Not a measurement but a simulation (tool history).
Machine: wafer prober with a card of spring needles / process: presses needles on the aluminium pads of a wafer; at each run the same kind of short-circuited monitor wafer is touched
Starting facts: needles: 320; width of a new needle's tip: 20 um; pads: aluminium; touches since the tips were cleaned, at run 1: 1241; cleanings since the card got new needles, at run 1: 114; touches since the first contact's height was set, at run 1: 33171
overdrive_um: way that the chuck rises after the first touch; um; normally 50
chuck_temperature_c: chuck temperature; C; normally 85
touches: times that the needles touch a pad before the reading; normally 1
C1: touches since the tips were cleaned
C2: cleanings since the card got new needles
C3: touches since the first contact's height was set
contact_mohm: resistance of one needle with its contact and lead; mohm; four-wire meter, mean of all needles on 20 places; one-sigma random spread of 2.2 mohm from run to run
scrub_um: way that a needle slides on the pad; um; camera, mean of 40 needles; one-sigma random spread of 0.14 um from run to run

Run 1, hour 0.0: usual settings; C1 1241; C2 114; C3 33171. Result: contact_mohm 369 mohm, scrub_um 11.30 um.
At hour 2.3: tips cleaned on abrasive film.
At hour 7.7: tips cleaned on abrasive film.
At hour 13.2: tips cleaned on abrasive film.
At hour 17.6: tips cleaned on abrasive film.
At hour 22.0: tips cleaned on abrasive film.
At hour 26.4: tips cleaned on abrasive film.
Run 2, hour 28.5: usual settings; C1 1047; C2 120; C3 46991. Result: contact_mohm 380 mohm, scrub_um 11.26 um.
At hour 31.9: tips cleaned on abrasive film.
At hour 36.3: tips cleaned on abrasive film.
At hour 40.7: tips cleaned on abrasive film.
At hour 46.2: tips cleaned on abrasive film.
At hour 51.6: tips cleaned on abrasive film.
Run 3, hour 53.3: usual settings; C1 808; C2 125; C3 58975. Result: contact_mohm 370 mohm, scrub_um 11.10 um.
At hour 56.6: tips cleaned on abrasive film.
At hour 61.0: tips cleaned on abrasive film.
At hour 66.5: tips cleaned on abrasive film.
At hour 72.0: tips cleaned on abrasive film.
At hour 76.4: tips cleaned on abrasive film.
Run 4, hour 80.4: usual settings; C1 1998; C2 130; C3 72150. Result: contact_mohm 451 mohm, scrub_um 11.21 um.
At hour 81.6: tips cleaned on abrasive film.
At hour 87.1: tips cleaned on abrasive film.
At hour 91.5: tips cleaned on abrasive film.
At hour 95.9: tips cleaned on abrasive film.
At hour 100.5: height of the first contact set anew.
At hour 101.6: tips cleaned on abrasive film.
At hour 106.0: tips cleaned on abrasive film.
Run 5, hour 108.3: usual settings but chuck_temperature_c 118 C; C1 1115; C2 136; C3 3777. Result: contact_mohm 399 mohm, scrub_um 10.61 um.
At hour 110.5: tips cleaned on abrasive film.
At hour 116.0: tips cleaned on abrasive film.
At hour 121.5: tips cleaned on abrasive film.
At hour 127.0: tips cleaned on abrasive film.
At hour 131.4: tips cleaned on abrasive film.
Run 6, hour 134.1: usual settings but chuck_temperature_c 118 C; C1 1328; C2 141; C3 16277. Result: contact_mohm 419 mohm, scrub_um 10.32 um.
At hour 136.3: tips cleaned on abrasive film.
At hour 141.8: tips cleaned on abrasive film.
At hour 146.2: tips cleaned on abrasive film.
At hour 151.7: tips cleaned on abrasive film.
At hour 157.2: tips cleaned on abrasive film.
Run 7, hour 157.4: usual settings but chuck_temperature_c 118 C; C1 126; C2 146; C3 27577. Result: contact_mohm 316 mohm, scrub_um 10.12 um.
At hour 161.8: tips cleaned on abrasive film.
At hour 166.2: tips cleaned on abrasive film.
At hour 171.7: tips cleaned on abrasive film.
Run 8, hour 174.7: usual settings; C1 1466; C2 149; C3 35959. Result: contact_mohm 455 mohm, scrub_um 10.12 um.
At hour 176.9: tips cleaned on abrasive film.
At hour 182.4: tips cleaned on abrasive film.
At hour 186.8: tips cleaned on abrasive film.
At hour 192.3: tips cleaned on abrasive film.
At hour 197.8: tips cleaned on abrasive film.
At hour 203.2: tips cleaned on abrasive film.
Run 9, hour 204.3: usual settings; C1 520; C2 155; C3 50316. Result: contact_mohm 360 mohm, scrub_um 10.14 um.
At hour 208.7: tips cleaned on abrasive film.
At hour 213.1: tips cleaned on abrasive film.
At hour 217.5: tips cleaned on abrasive film.
At hour 221.9: tips cleaned on abrasive film.
At hour 227.4: tips cleaned on abrasive film.
Run 10, hour 229.4: usual settings; C1 984; C2 160; C3 62476. Result: contact_mohm 415 mohm, scrub_um 9.86 um.
At hour 232.7: tips cleaned on abrasive film.
At hour 238.2: tips cleaned on abrasive film.
At hour 242.6: tips cleaned on abrasive film.
Run 11, hour 246.3: usual settings; C1 1862; C2 163; C3 70724. Result: contact_mohm 517 mohm, scrub_um 9.84 um.
At hour 247.5: tips cleaned on abrasive film.
At hour 251.9: tips cleaned on abrasive film.
At hour 257.4: tips cleaned on abrasive film.
At hour 262.9: tips cleaned on abrasive film.
At hour 267.3: tips cleaned on abrasive film.
At hour 269.7: height of the first contact set anew.
At hour 273.1: tips cleaned on abrasive film.
Run 12, hour 276.8: usual settings; C1 1854; C2 169; C3 3450. Result: contact_mohm 427 mohm, scrub_um 11.77 um.
At hour 278.0: tips cleaned on abrasive film.
At hour 279.4: height of the first contact set anew, once more.
At hour 282.7: tips cleaned on abrasive film.
At hour 287.1: tips cleaned on abrasive film.
At hour 292.6: tips cleaned on abrasive film.
Run 13, hour 295.2: usual settings; C1 1319; C2 173; C3 7705. Result: contact_mohm 406 mohm, scrub_um 11.37 um.
At hour 297.5: tips cleaned on abrasive film.
At hour 303.0: tips cleaned on abrasive film.
At hour 308.4: tips cleaned on abrasive film.
At hour 313.9: tips cleaned on abrasive film.
Run 14, hour 316.6: usual settings but overdrive_um 37 um, chuck_temperature_c 67 C; C1 1343; C2 177; C3 18095. Result: contact_mohm 568 mohm, scrub_um 8.80 um.
At hour 318.9: tips cleaned on abrasive film.
At hour 323.3: tips cleaned on abrasive film.
At hour 328.8: tips cleaned on abrasive film.
Run 15, hour 331.9: usual settings but overdrive_um 35 um, touches 3; C1 1562; C2 180; C3 25511. Result: contact_mohm 401 mohm, scrub_um 7.92 um.
At hour 334.2: tips cleaned on abrasive film.
At hour 338.6: tips cleaned on abrasive film.
At hour 344.1: tips cleaned on abrasive film.
At hour 348.5: tips cleaned on abrasive film.
Run 16, hour 351.2: usual settings but overdrive_um 42 um, chuck_temperature_c 83 C, touches 3; C1 1342; C2 184; C3 34835. Result: contact_mohm 358 mohm, scrub_um 9.55 um.
At hour 353.4: tips cleaned on abrasive film.
At hour 357.8: tips cleaned on abrasive film.
At hour 362.2: tips cleaned on abrasive film.
At hour 367.7: tips cleaned on abrasive film.
At hour 373.2: tips cleaned on abrasive film.
Run 17, hour 375.5: usual settings but overdrive_um 42 um, chuck_temperature_c 83 C, touches 3; C1 1137; C2 189; C3 46617. Result: contact_mohm 356 mohm, scrub_um 9.22 um.
At hour 377.8: tips cleaned on abrasive film.
At hour 382.2: tips cleaned on abrasive film.
At hour 387.6: tips cleaned on abrasive film.
At hour 392.0: tips cleaned on abrasive film.
At hour 397.5: tips cleaned on abrasive film.
Run 18, hour 398.0: usual settings but overdrive_um 42 um, chuck_temperature_c 83 C, touches 3; C1 253; C2 194; C3 57511. Result: contact_mohm 299 mohm, scrub_um 9.08 um.
At hour 402.4: tips cleaned on abrasive film.
At hour 406.8: tips cleaned on abrasive film.
At hour 412.3: tips cleaned on abrasive film.
Run 19, hour 413.1: usual settings but overdrive_um 42 um, chuck_temperature_c 83 C, touches 3; C1 392; C2 197; C3 64822. Result: contact_mohm 311 mohm, scrub_um 9.08 um.
At hour 417.5: tips cleaned on abrasive film.
At hour 421.9: tips cleaned on abrasive film.
At hour 427.4: tips cleaned on abrasive film.
At hour 431.8: tips cleaned on abrasive film.
At hour 437.3: tips cleaned on abrasive film.
Run 20, hour 440.3: usual settings but overdrive_um 42 um, chuck_temperature_c 83 C, touches 3; C1 1498; C2 202; C3 78028. Result: contact_mohm 393 mohm, scrub_um 8.92 um.
At hour 442.6: tips cleaned on abrasive film.
At hour 448.0: tips cleaned on abrasive film.
At hour 448.3: height of the first contact set anew.
At hour 453.8: tips cleaned on abrasive film.
At hour 458.2: tips cleaned on abrasive film.
Run 21, hour 462.4: usual settings but overdrive_um 58 um, touches 2; C1 2085; C2 206; C3 6874. Result: contact_mohm 343 mohm, scrub_um 13.77 um.
At hour 463.6: tips cleaned on abrasive film.
At hour 475.6: card fitted with new needles.
At hour 481.1: tips cleaned on abrasive film.
At hour 486.6: tips cleaned on abrasive film.
At hour 491.0: tips cleaned on abrasive film.
At hour 496.4: tips cleaned on abrasive film.
At hour 500.9: tips cleaned on abrasive film.
Run 22, hour 503.5: usual settings but overdrive_um 46 um, chuck_temperature_c 80 C, touches 2; C1 1287; C2 5; C3 13526. Result: contact_mohm 314 mohm, scrub_um 10.63 um.
At hour 505.7: tips cleaned on abrasive film.
At hour 510.1: tips cleaned on abrasive film.
At hour 514.5: tips cleaned on abrasive film.
At hour 520.0: tips cleaned on abrasive film.
At hour 525.5: tips cleaned on abrasive film.
At hour 529.9: tips cleaned on abrasive film.
At hour 534.3: tips cleaned on abrasive film.
Run 23, hour 538.2: usual settings but overdrive_um 39 um, chuck_temperature_c 38 C, touches 2; C1 1962; C2 12; C3 30389. Result: contact_mohm 362 mohm, scrub_um 8.87 um.
At hour 539.4: tips cleaned on abrasive film.
At hour 543.8: tips cleaned on abrasive film.
At hour 548.2: tips cleaned on abrasive film.
At hour 552.6: tips cleaned on abrasive film.
At hour 558.1: tips cleaned on abrasive film.
At hour 563.6: tips cleaned on abrasive film.
At hour 568.0: tips cleaned on abrasive film.
Run 24, hour 568.5: usual settings but overdrive_um 64 um, chuck_temperature_c 76 C, touches 2; C1 248; C2 19; C3 45005. Result: contact_mohm 251 mohm, scrub_um 14.58 um.
At hour 572.9: tips cleaned on abrasive film.
At hour 578.4: tips cleaned on abrasive film.
At hour 582.8: tips cleaned on abrasive film.
At hour 588.3: tips cleaned on abrasive film.
Run 25, hour 592.2: usual settings but chuck_temperature_c 92 C; C1 1937; C2 23; C3 56522. Result: contact_mohm 364 mohm, scrub_um 11.11 um.

Predict each of these 3 candidate next runs independently; none follows another, all start after run 25:
At hour 593.4: tips cleaned on abrasive film.
At hour 597.8: tips cleaned on abrasive film.
At hour 602.2: tips cleaned on abrasive film.
At hour 606.6: tips cleaned on abrasive film.
At hour 612.0: tips cleaned on abrasive film.
At hour 616.4: tips cleaned on abrasive film.
At hour 620.8: tips cleaned on abrasive film.
Run A, hour 624.5: usual settings but overdrive_um 67 um, chuck_temperature_c 119 C; C1 1790; C2 30; C3 72148. Result: contact_mohm ?, scrub_um ?.
At hour 593.4: tips cleaned on abrasive film.
At hour 597.8: tips cleaned on abrasive film.
At hour 602.2: tips cleaned on abrasive film.
At hour 606.6: tips cleaned on abrasive film.
At hour 612.0: tips cleaned on abrasive film.
At hour 616.4: tips cleaned on abrasive film.
At hour 620.8: tips cleaned on abrasive film.
Run B, hour 624.5: usual settings but chuck_temperature_c 40 C; C1 1790; C2 30; C3 72148. Result: contact_mohm ?, scrub_um ?.
At hour 593.4: tips cleaned on abrasive film.
At hour 597.8: tips cleaned on abrasive film.
At hour 602.2: tips cleaned on abrasive film.
At hour 606.6: tips cleaned on abrasive film.
At hour 612.0: tips cleaned on abrasive film.
At hour 616.4: tips cleaned on abrasive film.
At hour 620.8: tips cleaned on abrasive film.
Run C, hour 624.5: usual settings but overdrive_um 31 um, touches 3; C1 1790; C2 30; C3 72148. Result: contact_mohm ?, scrub_um ?.

run  contact_mohm  scrub_um
  A           319     14.90
  B           374     10.93
  C           405      6.47
What these runs would have given with no unlogged condition in the tool:
run  contact_mohm  scrub_um
  A           250     15.70
  B           235     11.74
  C           271      7.28
